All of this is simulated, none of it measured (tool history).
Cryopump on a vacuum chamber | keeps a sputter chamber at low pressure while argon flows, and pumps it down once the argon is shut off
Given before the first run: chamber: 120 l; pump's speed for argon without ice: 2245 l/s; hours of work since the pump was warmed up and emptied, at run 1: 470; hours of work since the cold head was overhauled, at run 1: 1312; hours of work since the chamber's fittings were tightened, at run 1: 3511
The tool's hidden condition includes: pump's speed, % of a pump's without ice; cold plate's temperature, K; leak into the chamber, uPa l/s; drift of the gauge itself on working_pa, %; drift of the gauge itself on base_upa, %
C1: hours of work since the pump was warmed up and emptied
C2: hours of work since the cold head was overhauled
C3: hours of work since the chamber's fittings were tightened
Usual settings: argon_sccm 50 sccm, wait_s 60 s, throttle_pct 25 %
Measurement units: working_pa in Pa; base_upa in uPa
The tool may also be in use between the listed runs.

Run 1, hour 0: usual settings; C1 470; C2 1312; C3 3511. Result: working_pa 0.1552 Pa, base_upa 1.66 uPa.
Run 2, hour 54.7: usual settings but wait_s 133 s; C1 506; C2 1348; C3 3547. Result: working_pa 0.1547 Pa, base_upa 1.07 uPa.
Run 3, hour 101.5: usual settings but wait_s 74 s; C1 536; C2 1378; C3 3577. Result: working_pa 0.1541 Pa, base_upa 1.45 uPa.
Run 4, hour 137.5: usual settings but wait_s 72 s; C1 560; C2 1402; C3 3601. Result: working_pa 0.1546 Pa, base_upa 1.5 uPa.
Run 5, hour 181.5: usual settings but wait_s 72 s; C1 588; C2 1431; C3 3629. Result: working_pa 0.1563 Pa, base_upa 1.51 uPa.
At hour 189.2: leaking fittings of the chamber tightened, without venting.
Run 6, hour 216.3: usual settings but wait_s 72 s; C1 610; C2 1452; C3 18. Result: working_pa 0.1561 Pa, base_upa 1.1 uPa.
Run 7, hour 248.9: usual settings but wait_s 72 s; C1 631; C2 1473; C3 39. Result: working_pa 0.1558 Pa, base_upa 1.09 uPa.
Run 8, hour 306.6: usual settings but wait_s 72 s; C1 669; C2 1511; C3 77. Result: working_pa 0.1563 Pa, base_upa 1.1 uPa.
Run 9, hour 339.9: usual settings but wait_s 254 s; C1 690; C2 1532; C3 98. Result: working_pa 0.1567 Pa, base_upa 0.46 uPa.
Run 10, hour 393.2: usual settings but wait_s 254 s; C1 725; C2 1567; C3 133. Result: working_pa 0.1554 Pa, base_upa 0.46 uPa.
Run 11, hour 456.8: usual settings but throttle_pct 15 %; C1 767; C2 1609; C3 174. Result: working_pa 0.256 Pa, base_upa 1.3 uPa.
Run 12, hour 518.2: usual settings but throttle_pct 15 %; C1 807; C2 1649; C3 214. Result: working_pa 0.2563 Pa, base_upa 1.31 uPa.
Run 13, hour 559.4: usual settings; C1 833; C2 1676; C3 241. Result: working_pa 0.1569 Pa, base_upa 1.3 uPa.
At hour 577.2: pump warmed up, emptied and cooled again.
Run 14, hour 590.8: usual settings; C1 9; C2 1693; C3 259. Result: working_pa 0.1517 Pa, base_upa 1.23 uPa.
Run 15, hour 627: usual settings; C1 32; C2 1716; C3 282. Result: working_pa 0.1528 Pa, base_upa 1.29 uPa.
Run 16, hour 675.4: usual settings but throttle_pct 17 %; C1 64; C2 1748; C3 314. Result: working_pa 0.2243 Pa, base_upa 1.28 uPa.
Run 17, hour 711.7: usual settings but throttle_pct 17 %; C1 88; C2 1772; C3 337. Result: working_pa 0.2231 Pa, base_upa 1.3 uPa.
Run 18, hour 769.7: usual settings but argon_sccm 23 sccm, wait_s 162 s, throttle_pct 18 %; C1 125; C2 1809; C3 375. Result: working_pa 0.0967 Pa, base_upa 0.62 uPa.
Run 19, hour 832.3: usual settings but argon_sccm 23 sccm, wait_s 162 s, throttle_pct 18 %; C1 166; C2 1850; C3 416. Result: working_pa 0.0959 Pa, base_upa 0.59 uPa.
Run 20, hour 865.3: usual settings but argon_sccm 23 sccm, wait_s 162 s, throttle_pct 18 %; C1 188; C2 1872; C3 438. Result: working_pa 0.0972 Pa, base_upa 0.59 uPa.
Run 21, hour 910.9: usual settings but argon_sccm 23 sccm, wait_s 162 s, throttle_pct 18 %; C1 218; C2 1901; C3 467. Result: working_pa 0.0973 Pa, base_upa 0.64 uPa.
Run 22, hour 954.3: usual settings but argon_sccm 20 sccm, throttle_pct 33 %; C1 246; C2 1930; C3 496. Result: working_pa 0.046 Pa, base_upa 1.28 uPa.
Run 23, hour 992.8: usual settings but argon_sccm 48 sccm, throttle_pct 58 %; C1 271; C2 1955; C3 521. Result: working_pa 0.0648 Pa, base_upa 1.32 uPa.
Run 24, hour 1025.7: usual settings but argon_sccm 45 sccm, wait_s 86 s, throttle_pct 38 %; C1 292; C2 1976; C3 542. Result: working_pa 0.0921 Pa, base_upa 0.97 uPa.
Run 25, hour 1080.5: usual settings but argon_sccm 65 sccm, wait_s 38 s, throttle_pct 43 %; C1 328; C2 2012; C3 578. Result: working_pa 0.119 Pa, base_upa 1.89 uPa.
Run 26, hour 1143.2: usual settings but argon_sccm 47 sccm, wait_s 38 s, throttle_pct 30 %; C1 369; C2 2053; C3 619. Result: working_pa 0.1218 Pa, base_upa 1.95 uPa.
Run 27, hour 1183.8: usual settings but argon_sccm 38 sccm, wait_s 64 s, throttle_pct 59 %; C1 395; C2 2079; C3 645. Result: working_pa 0.0509 Pa, base_upa 1.25 uPa.
Run 28, hour 1248.2: usual settings but wait_s 172 s, throttle_pct 22 %; C1 437; C2 2121; C3 687. Result: working_pa 0.1748 Pa, base_upa 0.6 uPa.
Run 29, hour 1302: usual settings but wait_s 172 s, throttle_pct 22 %; C1 473; C2 2156; C3 722. Result: working_pa 0.1762 Pa, base_upa 0.65 uPa.
Run 30, hour 1349.7: usual settings but argon_sccm 27 sccm, wait_s 172 s, throttle_pct 24 %; C1 504; C2 2188; C3 753. Result: working_pa 0.0884 Pa, base_upa 0.68 uPa.
Run 31, hour 1411.7: usual settings but argon_sccm 27 sccm, wait_s 172 s, throttle_pct 24 %; C1 544; C2 2228; C3 794. Result: working_pa 0.0876 Pa, base_upa 0.66 uPa.
Run 32, hour 1469.5: usual settings but throttle_pct 19 %; C1 582; C2 2266; C3 831. Result: working_pa 0.204 Pa, base_upa 1.43 uPa.
Run 33, hour 1506.6: usual settings but argon_sccm 39 sccm, wait_s 117 s, throttle_pct 43 %; C1 606; C2 2290; C3 856. Result: working_pa 0.0722 Pa, base_upa 0.85 uPa.

Entry by entry between the runs, the difference in hidden state between the last listed run before and the first listed run after:
In the gap between runs 5 and 6: leaking fittings of the chamber tightened, without venting (hour 189.2)
  pump's speed, % of a pump's without ice: 90.3 -> 90; cold plate's temperature, K: 12.59 -> 12.6; leak into the chamber, uPa l/s: 1277 -> 367
  measured result minus the result with no hidden state, working_pa: +0.0045 -> +0.0047 Pa; base_upa: +0.5 -> +0.05 uPa
In the gap between runs 13 and 14: pump warmed up, emptied and cooled again (hour 577.2)
  pump's speed, % of a pump's without ice: 86.1 -> 99; leak into the chamber, uPa l/s: 429 -> 433
  measured result minus the result with no hidden state, working_pa: +0.0067 -> +0.0009 Pa; base_upa: +0.09 -> +0.06 uPa
